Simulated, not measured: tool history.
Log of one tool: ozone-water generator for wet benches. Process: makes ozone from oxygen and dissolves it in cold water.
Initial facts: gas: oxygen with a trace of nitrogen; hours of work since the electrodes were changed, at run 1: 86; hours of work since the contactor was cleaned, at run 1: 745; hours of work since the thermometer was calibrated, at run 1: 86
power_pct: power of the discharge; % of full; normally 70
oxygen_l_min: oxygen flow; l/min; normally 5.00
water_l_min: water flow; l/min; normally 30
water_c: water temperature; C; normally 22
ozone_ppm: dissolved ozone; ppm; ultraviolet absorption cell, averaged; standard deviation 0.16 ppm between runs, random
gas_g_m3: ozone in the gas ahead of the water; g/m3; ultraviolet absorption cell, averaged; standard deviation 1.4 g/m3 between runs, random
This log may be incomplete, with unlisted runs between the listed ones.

| run | hour | power_pct | oxygen_l_min | water_l_min | water_c | hours of work since the electrodes were changed | hours of work since the contactor was cleaned | hours of work since the thermometer was calibrated | ozone_ppm | gas_g_m3 |
|---|---|---|---|---|---|---|---|---|---|---|
| 1 | 0.0 | 70 | 5.00 | 30 | 22 | 86 | 745 | 86 | 19.7 | 256.8 |
| 2 | 163.0 | 70 | 5.00 | 30 | 22 | 194 | 852 | 194 | 19.7 | 256.2 |
| 3 | 270.5 | 70 | 5.00 | 30 | 22 | 265 | 923 | 265 | 19.6 | 255.8 |
| 4 | 445.0 | 70 | 5.00 | 18 | 22 | 380 | 1038 | 380 | 28.7 | 255.8 |
| 5 | 527.9 | 70 | 5.00 | 18 | 22 | 434 | 1093 | 434 | 28.7 | 253.8 |
| 6 | 714.1 | 70 | 5.00 | 18 | 22 | 557 | 1215 | 557 | 28.4 | 252.8 |
| 7 | 796.8 | 70 | 5.00 | 27 | 22 | 611 | 1270 | 611 | 20.8 | 253.3 |
| 8 | 939.8 | 70 | 5.00 | 27 | 22 | 705 | 1364 | 705 | 20.6 | 253.0 |
| 9 | 1085.1 | 70 | 5.00 | 27 | 22 | 801 | 1460 | 801 | 20.8 | 249.9 |
| 10 | 1239.1 | 47 | 5.00 | 30 | 22 | 902 | 1561 | 902 | 14.9 | 198.1 |
| 11 | 1415.5 | 47 | 5.00 | 30 | 22 | 1019 | 1677 | 1019 | 14.8 | 195.9 |
| 12 | 1535.7 | 47 | 5.00 | 30 | 22 | 1098 | 1756 | 1098 | 14.9 | 195.9 |
| 13 | 1720.2 | 47 | 5.00 | 30 | 22 | 1219 | 1878 | 1219 | 14.4 | 194.5 |
| 14 | 1795.5 | 47 | 5.00 | 30 | 22 | 1269 | 1927 | 1269 | 14.7 | 192.2 |
| 15 | 1970.5 | 64 | 5.00 | 30 | 22 | 1384 | 2043 | 1384 | 17.3 | 234.8 |
| 16 | 2056.9 | 64 | 5.00 | 30 | 22 | 1441 | 2099 | 1441 | 17.2 | 232.9 |
| 17 | 2207.0 | 64 | 5.00 | 24 | 22 | 1540 | 2198 | 1540 | 20.6 | 232.7 |
| 18 | 2321.6 | 71 | 5.00 | 21 | 23 | 1615 | 2274 | 1615 | 23.5 | 244.9 |
| 19 | 2464.9 | 74 | 4.53 | 23 | 19 | 1710 | 2368 | 1710 | 23.3 | 262.2 |
| 20 | 2582.1 | 70 | 6.11 | 41 | 17 | 1787 | 2445 | 1787 | 14.8 | 215.7 |
| 21 | 2688.0 | 70 | 4.51 | 24 | 22 | 1857 | 2515 | 1857 | 20.9 | 251.3 |
| 22 | 2790.7 | 70 | 4.51 | 36 | 16 | 1924 | 2583 | 1924 | 15.3 | 249.6 |
| 23 | 2955.1 | 70 | 4.51 | 36 | 16 | 2032 | 2691 | 2032 | 15.6 | 249.8 |
| 24 | 3080.1 | 51 | 2.52 | 38 | 28 | 2115 | 2773 | 2115 | 9.5 | 280.5 |
| 25 | 3242.6 | 51 | 2.66 | 38 | 29 | 2222 | 2880 | 2222 | 9.5 | 271.9 |
| 26 | 3332.1 | 48 | 5.00 | 30 | 15 | 2281 | 2939 | 2281 | 14.9 | 193.6 |
| 27 | 3456.8 | 48 | 5.00 | 30 | 15 | 2363 | 3021 | 2363 | 14.8 | 190.0 |
|  | 3500.6 | contactor cleaned |
| 28 | 3620.0 | 48 | 5.00 | 30 | 15 | 2468 | 79 | 2468 | 15.9 | 190.4 |
| 29 | 3745.0 | 43 | 4.85 | 19 | 19 | 2550 | 161 | 2550 | 20.0 | 180.3 |
| 30 | 3924.8 | 71 | 3.35 | 20 | 24 | 2668 | 279 | 2668 | 23.4 | 287.9 |
| 31 | 4041.6 | 70 | 6.85 | 38 | 15 | 2745 | 356 | 2745 | 16.4 | 196.6 |
| 32 | 4168.0 | 70 | 6.85 | 38 | 15 | 2828 | 439 | 2828 | 16.4 | 198.3 |
| 33 | 4297.3 | 70 | 5.00 | 27 | 22 | 2914 | 525 | 2914 | 19.2 | 228.0 |

Some steps in ozone_ppm, run to run, broken into two amounts with sign: the step expected even without the hidden condition (settings, incoming material, random variation), and the rest, left for the hidden condition together with whatever gauge scatter is not in both the measured and the hidden-condition-free result:
Hidden state present: yield of the discharge, % of new electrodes'; contactor's efficiency, % of a clean one's; true water temperature over the reading, C; drift of the gauge itself on ozone_ppm, %; drift of the gauge itself on gas_g_m3, %.
Run 3 -> 4: water_l_min 30 -> 18. ozone_ppm +9.1 ppm: hidden state -0.3, all else +9.4.
Run 6 -> 7: water_l_min 18 -> 27. ozone_ppm -7.6 ppm: hidden state +0.1, all else -7.7.
Run 19 -> 20: power_pct 74 -> 70, oxygen_l_min 4.53 -> 6.11, water_l_min 23 -> 41, water_c 19 -> 17. ozone_ppm -8.5 ppm: hidden state +0.9, all else -9.4.
Run 23 -> 24: power_pct 70 -> 51, oxygen_l_min 4.51 -> 2.52, water_l_min 36 -> 38, water_c 16 -> 28. ozone_ppm -6.1 ppm: hidden state +1.0, all else -7.1.
Run 29 -> 30: power_pct 43 -> 71, oxygen_l_min 4.85 -> 3.35, water_l_min 19 -> 20, water_c 19 -> 24. ozone_ppm +3.4 ppm: hidden state -1.2, all else +4.6.
